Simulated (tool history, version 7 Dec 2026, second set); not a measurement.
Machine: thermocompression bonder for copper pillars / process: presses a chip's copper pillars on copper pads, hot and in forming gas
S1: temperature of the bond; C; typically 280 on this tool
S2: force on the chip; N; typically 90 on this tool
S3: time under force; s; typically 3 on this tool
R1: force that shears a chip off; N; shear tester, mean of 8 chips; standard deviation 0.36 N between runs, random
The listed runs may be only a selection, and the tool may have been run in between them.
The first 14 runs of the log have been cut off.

{"run": 15, "day": 25.454, "S1": 280, "S2": 58, "S3": 3, "R1": 85.8}
{"run": 16, "day": 26.479, "S1": 280, "S2": 90, "S3": 3, "R1": 109.9}
{"run": 17, "day": 28.554, "S1": 280, "S2": 90, "S3": 3, "R1": 109.5}
{"run": 18, "day": 30.446, "S1": 280, "S2": 90, "S3": 3, "R1": 109.9}
{"run": 19, "day": 32.083, "S1": 280, "S2": 90, "S3": 3, "R1": 108.8}
{"day": 32.571, "done": "forming gas filter changed"}
{"run": 20, "day": 33.908, "S1": 280, "S2": 90, "S3": 3, "R1": 109.7}
{"run": 21, "day": 36.188, "S1": 294, "S2": 115, "S3": 4, "R1": 134.1}
{"run": 22, "day": 37.988, "S1": 269, "S2": 115, "S3": 6, "R1": 129.2}
{"run": 23, "day": 39.712, "S1": 297, "S2": 80, "S3": 6, "R1": 130.6}
{"run": 24, "day": 41.296, "S1": 267, "S2": 80, "S3": 6, "R1": 111.4}
{"run": 25, "day": 42.804, "S1": 261, "S2": 61, "S3": 6, "R1": 92.3}
{"run": 26, "day": 44.625, "S1": 261, "S2": 83, "S3": 8, "R1": 116}
{"run": 27, "day": 46.662, "S1": 259, "S2": 69, "S3": 3, "R1": 79}
{"run": 28, "day": 47.879, "S1": 280, "S2": 90, "S3": 9, "R1": 134.2}

For run 29, what comes out?
{"run": 29, "day": 49.596, "S1": 280, "S2": 90, "S3": 9, "R1": "?"}

R1: 133.5 N
Had the tool carried no hidden state, the very same run would have given R1 133.7 N.
